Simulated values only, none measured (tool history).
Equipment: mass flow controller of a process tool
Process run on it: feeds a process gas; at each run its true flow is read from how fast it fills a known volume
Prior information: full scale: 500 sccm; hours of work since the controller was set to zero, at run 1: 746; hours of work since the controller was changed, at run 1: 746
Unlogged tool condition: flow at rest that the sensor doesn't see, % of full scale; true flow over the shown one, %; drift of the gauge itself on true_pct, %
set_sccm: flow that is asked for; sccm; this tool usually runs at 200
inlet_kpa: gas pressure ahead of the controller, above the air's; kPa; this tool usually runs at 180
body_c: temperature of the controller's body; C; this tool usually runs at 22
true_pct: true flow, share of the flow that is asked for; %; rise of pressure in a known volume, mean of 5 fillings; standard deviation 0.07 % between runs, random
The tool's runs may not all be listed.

run    hour  set_sccm  inlet_kpa  body_c  hours of work since the controller was set to zero  hours of work since the controller was changed  true_pct
  1     0.0       200        180      22                                                 746                                             746     97.96
  2    64.8       200        180      35                                                 769                                             769     98.63
  3   111.1       200        180      26                                                 785                                             785     98.03
  4   163.3       200        145      26                                                 803                                             803     97.89
  5   238.6       200        180      33                                                 830                                             830     98.53
  6   293.6       200        180      33                                                 849                                             849     98.53
  7   336.8       200        180      22                                                 865                                             865     97.93
  8   415.6       200        180      22                                                 893                                             893     97.79
  9   481.8       200        180      22                                                 916                                             916     97.75
 10   535.5        89        180      22                                                 935                                             935     96.75
      541.7  -- controller's zero set anew
 11   604.7        89        180      22                                                  22                                             959     96.53
 12   658.8       200        180      22                                                  41                                             978     97.65
 13   709.7       200        180      22                                                  59                                             996     97.66
 14   755.7       200        180      22                                                  76                                            1013     97.65
 15   794.1       200        180      22                                                  89                                            1026     97.67
 16   875.4       196        180      27                                                 118                                            1055     97.84
 17   937.5        67        180      34                                                 140                                            1077     96.68
      965.3  -- controller's zero set anew, once more
 18   982.2       291        216      21                                                   6                                            1093     98.87
 19  1042.3       213        180      27                                                  27                                            1114     98.57
 20  1106.1       367        271      31                                                  50                                            1136    100.16
 21  1177.7       374        271      30                                                  75                                            1162    100.27
 22  1259.7       200        158      34                                                 104                                            1191     98.75
 23  1339.7       200        158      30                                                 132                                            1219     98.52
 24  1418.3       429        275      27                                                 160                                            1247    100.38
 25  1459.2       382        253      27                                                 175                                            1261     99.90
 26  1543.8       111        253      21                                                 205                                            1291     98.14
 27  1598.2       111        253      21                                                 224                                            1310     98.10
 28  1676.9        92        266      22                                                 252                                            1338     98.00
 29  1727.7       249        180      40                                                 269                                            1356     99.33
 30  1789.0       249        180      40                                                 291                                            1378     99.64

Hidden state or all else? Some run-to-run changes of true_pct, split into what the settings, what came in and random variation would give without the hidden state, and what is left for the hidden state (with any gauge scatter that isn't in both results):
Run 11 -> 12: set_sccm 89 -> 200. true_pct +1.12 %: hidden state +0.67, all else +0.45.
Run 16 -> 17: set_sccm 196 -> 67, body_c 27 -> 34. true_pct -1.16 %: hidden state -1.15, all else -0.01.
Run 17 -> 18: set_sccm 67 -> 291, inlet_kpa 180 -> 216, body_c 34 -> 21, controller's zero set anew, once more. true_pct +2.19 %: hidden state +1.71, all else +0.48.
Run 23 -> 24: set_sccm 200 -> 429, inlet_kpa 158 -> 275, body_c 30 -> 27. true_pct +1.86 %: hidden state +0.04, all else +1.82.
Run 25 -> 26: set_sccm 382 -> 111, body_c 27 -> 21. true_pct -1.76 %: hidden state -0.15, all else -1.61.
